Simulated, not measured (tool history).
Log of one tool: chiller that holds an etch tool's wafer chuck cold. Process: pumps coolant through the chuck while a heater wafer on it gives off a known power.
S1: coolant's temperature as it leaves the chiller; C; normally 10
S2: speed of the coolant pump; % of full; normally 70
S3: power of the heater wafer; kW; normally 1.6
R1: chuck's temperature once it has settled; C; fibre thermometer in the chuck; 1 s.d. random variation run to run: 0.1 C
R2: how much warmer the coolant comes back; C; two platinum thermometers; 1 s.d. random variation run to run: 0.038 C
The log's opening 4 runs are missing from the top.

Run 5, hour 105.2: usual settings. Result: R1 30.9 C, R2 7.82 C.
Run 6, hour 132: usual settings but S1 9 C. Result: R1 29.7 C, R2 7.76 C.
Run 7, hour 163.9: usual settings but S1 9 C. Result: R1 29.9 C, R2 7.85 C.
Run 8, hour 195.1: usual settings but S1 9 C. Result: R1 29.9 C, R2 7.8 C.
Run 9, hour 223.9: usual settings but S1 7 C. Result: R1 27.9 C, R2 7.86 C.
Run 10, hour 243.1: usual settings but S1 7 C, S3 0.916 kW. Result: R1 18.9 C, R2 4.48 C.
Run 11, hour 266.7: usual settings but S1 7 C, S3 0.916 kW. Result: R1 19.1 C, R2 4.5 C.
Run 12, hour 294.6: usual settings. Result: R1 31 C, R2 7.75 C.
Run 13, hour 320.7: usual settings. Result: R1 30.7 C, R2 7.83 C.
Run 14, hour 342.9: usual settings. Result: R1 30.9 C, R2 7.78 C.
Run 15, hour 373.5: usual settings but S2 97 % of full. Result: R1 27.5 C, R2 5.61 C.
Run 16, hour 398: usual settings. Result: R1 30.9 C, R2 7.85 C.
Run 17, hour 422.2: usual settings but S1 2 C, S2 98 % of full. Result: R1 19.1 C, R2 5.51 C.
Run 18, hour 456.3: usual settings but S1 0 C, S2 95 % of full, S3 1.03 kW. Result: R1 11.2 C, R2 3.65 C.
Run 19, hour 476.6: usual settings but S1 0 C, S2 95 % of full, S3 1.03 kW. Result: R1 11.5 C, R2 3.7 C.
Run 20, hour 502.3: usual settings but S2 89 % of full, S3 1.037 kW. Result: R1 22 C, R2 3.96 C.

Run 21, settings as shown, results not yet in. Your forecast:
Run 21, hour 526.1: usual settings but S2 89 % of full, S3 1.037 kW. Result: R1 ?, R2 ?.

Run 21 yielded R1 21.7 C, R2 3.95 C.
Take away the tool's hidden state, keep the run-to-run variation as it was, and the same run would have given R1 20.6 C, R2 3.89 C.

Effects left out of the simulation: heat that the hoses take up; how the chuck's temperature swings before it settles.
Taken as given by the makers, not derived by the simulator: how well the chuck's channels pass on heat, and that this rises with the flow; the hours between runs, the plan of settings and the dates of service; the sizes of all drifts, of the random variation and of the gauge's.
